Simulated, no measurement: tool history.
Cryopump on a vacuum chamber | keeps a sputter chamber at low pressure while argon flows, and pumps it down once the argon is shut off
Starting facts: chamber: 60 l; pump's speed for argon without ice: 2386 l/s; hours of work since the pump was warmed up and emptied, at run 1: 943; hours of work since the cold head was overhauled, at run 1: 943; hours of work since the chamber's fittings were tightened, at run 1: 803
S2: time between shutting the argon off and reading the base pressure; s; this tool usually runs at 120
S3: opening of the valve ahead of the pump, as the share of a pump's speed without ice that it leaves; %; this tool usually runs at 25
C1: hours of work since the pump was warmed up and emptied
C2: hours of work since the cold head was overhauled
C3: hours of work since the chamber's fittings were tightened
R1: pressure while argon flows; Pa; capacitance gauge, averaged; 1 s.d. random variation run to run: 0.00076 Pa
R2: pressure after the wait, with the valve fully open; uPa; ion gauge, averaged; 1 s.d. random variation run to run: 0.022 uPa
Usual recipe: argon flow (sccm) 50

run 1 hour=0.0 | argon_flow_(sccm)=50 S2=120 S3=25 | C1=943 C2=943 C3=803 | R1=0.1504 R2=0.70
run 2 hour=39.6 | argon_flow_(sccm)=50 S2=120 S3=20 | C1=970 C2=970 C3=830 | R1=0.1842 R2=0.72
run 3 hour=89.1 | argon_flow_(sccm)=50 S2=120 S3=20 | C1=1004 C2=1004 C3=864 | R1=0.1865 R2=0.70
run 4 hour=144.7 | argon_flow_(sccm)=50 S2=120 S3=20 | C1=1042 C2=1042 C3=902 | R1=0.1865 R2=0.74
-- hour=160.1 pump warmed up, emptied and cooled again
run 5 hour=212.7 | argon_flow_(sccm)=50 S2=120 S3=20 | C1=36 C2=1085 C3=945 | R1=0.1765 R2=0.69
run 6 hour=260.6 | argon_flow_(sccm)=50 S2=120 S3=25 | C1=68 C2=1117 C3=977 | R1=0.1417 R2=0.68
run 7 hour=294.7 | argon_flow_(sccm)=26 S2=120 S3=25 | C1=92 C2=1140 C3=1000 | R1=0.0749 R2=0.69
run 8 hour=356.6 | argon_flow_(sccm)=50 S2=120 S3=35 | C1=134 C2=1182 C3=1043 | R1=0.1019 R2=0.74
run 9 hour=390.5 | argon_flow_(sccm)=24 S2=120 S3=25 | C1=157 C2=1205 C3=1066 | R1=0.0695 R2=0.71
run 10 hour=427.3 | argon_flow_(sccm)=24 S2=120 S3=25 | C1=182 C2=1231 C3=1091 | R1=0.0688 R2=0.71
run 11 hour=491.6 | argon_flow_(sccm)=24 S2=120 S3=25 | C1=225 C2=1274 C3=1134 | R1=0.0696 R2=0.71
run 12 hour=555.5 | argon_flow_(sccm)=72 S2=44 S3=25 | C1=269 C2=1318 C3=1178 | R1=0.2071 R2=1.57
run 13 hour=614.2 | argon_flow_(sccm)=50 S2=187 S3=57 | C1=309 C2=1358 C3=1218 | R1=0.0648 R2=0.56
run 14 hour=676.0 | argon_flow_(sccm)=60 S2=120 S3=25 | C1=351 C2=1400 C3=1260 | R1=0.1738 R2=0.71
run 15 hour=730.8 | argon_flow_(sccm)=50 S2=61 S3=25 | C1=388 C2=1437 C3=1297 | R1=0.1464 R2=1.17
run 16 hour=772.3 | argon_flow_(sccm)=50 S2=61 S3=25 | C1=416 C2=1465 C3=1325 | R1=0.1461 R2=1.21
run 17 hour=830.5 | argon_flow_(sccm)=50 S2=61 S3=25 | C1=456 C2=1505 C3=1365 | R1=0.1459 R2=1.19
run 18 hour=874.9 | argon_flow_(sccm)=56 S2=273 S3=42 | C1=486 C2=1535 C3=1395 | R1=0.0991 R2=0.45
run 19 hour=901.2 | argon_flow_(sccm)=31 S2=148 S3=42 | C1=504 C2=1553 C3=1413 | R1=0.0537 R2=0.66
run 20 hour=928.0 | argon_flow_(sccm)=32 S2=224 S3=30 | C1=522 C2=1571 C3=1431 | R1=0.0785 R2=0.52

Alternative continuations, all from the tool just after run 20; predict every row:
run A hour=985.4 | argon_flow_(sccm)=83 S2=33 S3=23 | C1=561 C2=1610 C3=1470 | R1=? R2=?
run B hour=985.4 | argon_flow_(sccm)=47 S2=30 S3=28 | C1=561 C2=1610 C3=1470 | R1=? R2=?
run C hour=985.4 | argon_flow_(sccm)=50 S2=70 S3=25 | C1=561 C2=1610 C3=1470 | R1=? R2=?

run=A R1=0.2654 R2=2.02
run=B R1=0.1233 R2=2.20
run=C R1=0.1468 R2=1.12
With no hidden state in the tool, these same runs would have given:
run=A R1=0.2572 R2=1.88
run=B R1=0.1187 R2=2.07
run=C R1=0.1419 R2=0.98
